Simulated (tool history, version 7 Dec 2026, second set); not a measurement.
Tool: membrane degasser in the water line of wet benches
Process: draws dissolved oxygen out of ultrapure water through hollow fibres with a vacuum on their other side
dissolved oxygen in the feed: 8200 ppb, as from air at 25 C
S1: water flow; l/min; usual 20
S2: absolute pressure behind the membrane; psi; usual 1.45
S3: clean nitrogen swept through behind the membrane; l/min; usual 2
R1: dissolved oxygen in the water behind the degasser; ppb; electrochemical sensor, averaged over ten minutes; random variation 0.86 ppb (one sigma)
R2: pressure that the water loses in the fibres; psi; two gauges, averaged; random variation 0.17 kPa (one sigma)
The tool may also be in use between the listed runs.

run    hour  S1    S2    S3     R1     R2
  1       0  20  1.45     2  173.2  4.936
  2    77.4  20  1.45     2  174.4   4.87
  3     157  23  1.45     2  198.2  5.616
  4     238  20  2.83     2  386.5  4.927
  5   296.5  20  2.83  2.22  352.8  4.878
  6   353.3  20  2.83  2.22  351.6  4.901
  7     432  20  2.83  2.22  352.7   4.91
  8   512.1  20  1.16     2  128.9  4.914
  9   564.1  20  1.45     2  174.4   4.95
 10   663.6  20  1.45     2  173.9  4.902
 11   705.4  20  2.65     2  361.5  4.878
 12   807.4  20  1.45     2  176.3  4.924
 13     858  20  1.25     2  142.9  4.881
 14   944.4  25  1.45     2  217.4  6.187
 15    1004  25  1.45     2  218.9  6.187
 16  1096.4  25  2.55     2  426.6  6.202
 17  1192.9  20  1.45     2  176.3  4.939
 18  1251.3  27  1.49     2    245  6.675
 19  1324.4  27  1.49     2  244.1  6.688
 20  1386.4  27  1.39  5.42   94.6  6.701
 21  1476.1  27  1.39  5.42   95.4  6.672
 22  1562.7  27  1.39  5.42   95.4  6.698
 23  1627.7  27  1.15  2.86    128  6.675
     1676.7  -- vacuum gauge calibrated
 24  1726.1  18  1.29  3.23   81.1  4.438
 25    1818  18  1.29  3.23   81.9  4.435
 26  1867.3  20  1.45  1.35  232.6  4.962
 27  1962.8  19  2.34     2  288.9  4.772

Forecast run 28:
 28  2030.4  21  2.99  1.71   ?   ?

R1: 478.7 ppb
R2: 5.204 psi
Without the tool's hidden state the same run would have given R1 471.7 ppb, R2 5.02 psi.
